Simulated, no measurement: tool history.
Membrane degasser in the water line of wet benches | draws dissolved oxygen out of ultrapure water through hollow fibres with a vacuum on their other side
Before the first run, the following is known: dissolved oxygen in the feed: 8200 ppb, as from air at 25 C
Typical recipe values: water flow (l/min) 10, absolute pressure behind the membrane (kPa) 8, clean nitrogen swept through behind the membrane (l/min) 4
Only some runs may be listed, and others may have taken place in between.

| run | hour | water flow (l/min) | absolute pressure behind the membrane (kPa) | clean nitrogen swept through behind the membrane (l/min) | dissolved oxygen in the water behind the degasser (ppb) | pressure that the water loses in the fibres (kPa) |
|---|---|---|---|---|---|---|
| 1 | 0 | 10 | 8 | 4 | 33.2 | 50.02 |
| 2 | 69.3 | 7 | 8 | 4 | 21.4 | 34.72 |
| 3 | 127.5 | 10 | 8 | 4.03 | 33.8 | 49.57 |
| 4 | 164.4 | 10 | 8 | 4.03 | 33.5 | 50.06 |
| 5 | 197.5 | 10 | 8 | 4 | 33.9 | 49.37 |
| 6 | 230.4 | 10 | 8 | 5.27 | 26.3 | 49.42 |
| 7 | 303.6 | 16 | 8 | 4 | 65.8 | 80.01 |
| 8 | 366.2 | 16 | 8 | 4 | 66.1 | 79.89 |
| 9 | 398.7 | 10 | 8 | 4 | 33.2 | 50 |
| 10 | 433.1 | 10 | 8 | 4 | 33.5 | 49.56 |
| 11 | 470.6 | 10 | 8 | 4 | 34.1 | 50.12 |
| 12 | 526.1 | 10 | 8 | 4 | 33.9 | 49.67 |
| 13 | 574.9 | 10 | 8 | 4 | 33.4 | 49.94 |
| 14 | 616.3 | 10 | 8 | 4 | 34.3 | 49.94 |
| 15 | 678.6 | 10 | 8 | 4 | 33.7 | 49.83 |
| 16 | 710.2 | 10 | 8 | 4 | 33.5 | 50.21 |
| 17 | 767.2 | 10 | 8 | 4 | 33.3 | 49.81 |

Forecast run 18:
| 18 | 798.1 | 7 | 5.94 | 4.78 | ? | ? |

{"run 18": {"dissolved oxygen in the water behind the degasser (ppb)": 11.2, "pressure that the water loses in the fibres (kPa)": 34.88}}
Without the tool's hidden state the same run would have given dissolved oxygen in the water behind the degasser (ppb) 10.7, pressure that the water loses in the fibres (kPa) 34.67.
